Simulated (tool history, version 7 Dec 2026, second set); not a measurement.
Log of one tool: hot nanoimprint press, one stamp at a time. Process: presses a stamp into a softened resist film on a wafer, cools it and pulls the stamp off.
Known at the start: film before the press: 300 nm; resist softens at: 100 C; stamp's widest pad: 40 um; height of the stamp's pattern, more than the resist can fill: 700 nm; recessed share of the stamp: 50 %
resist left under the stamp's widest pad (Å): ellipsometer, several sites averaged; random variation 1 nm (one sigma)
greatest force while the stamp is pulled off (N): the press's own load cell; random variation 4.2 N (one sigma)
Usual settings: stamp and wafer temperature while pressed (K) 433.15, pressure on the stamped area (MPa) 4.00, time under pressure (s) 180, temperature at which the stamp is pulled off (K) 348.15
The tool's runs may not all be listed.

run	day	stamp and wafer temperature while pressed (K)	pressure on the stamped area (MPa)	time under pressure (s)	temperature at which the stamp is pulled off (K)	resist left under the stamp's widest pad (Å)	greatest force while the stamp is pulled off (N)
1	0.000	433.15	4.00	180	348.15	1437	197
2	2.300	433.15	4.00	180	336.15	1432	233
3	5.075	433.15	4.00	180	336.15	1412	248
4	6.342	433.15	4.00	180	336.15	1408	247
5	8.917	433.15	4.00	239	348.15	1263	236
6	10.200	433.15	4.00	180	352.15	1401	232
7	11.483	433.15	2.49	180	339.15	1690	276
# day 11.988: stamp cleaned and given a new release coat
# day 12.800: plate thermocouple calibrated
8	14.517	426.15	3.19	350	356.15	1710	193
9	16.704	426.15	3.19	350	356.15	1659	199
10	18.792	426.15	3.19	213	337.15	1944	265

3 ways to go on from here, each from the tool as it stands after run 10. What would each give?
A	21.325	441.15	4.21	180	347.15	?	?
B	21.325	426.15	5.58	180	348.15	?	?
C	21.325	426.15	3.32	213	337.15	?	?

run	resist left under the stamp's widest pad (Å)	greatest force while the stamp is pulled off (N)
A	1072	238
B	1682	245
C	1904	271
Without the tool's hidden state the same runs would have given:
run	resist left under the stamp's widest pad (Å)	greatest force while the stamp is pulled off (N)
A	1084	199
B	1701	205
C	1932	227

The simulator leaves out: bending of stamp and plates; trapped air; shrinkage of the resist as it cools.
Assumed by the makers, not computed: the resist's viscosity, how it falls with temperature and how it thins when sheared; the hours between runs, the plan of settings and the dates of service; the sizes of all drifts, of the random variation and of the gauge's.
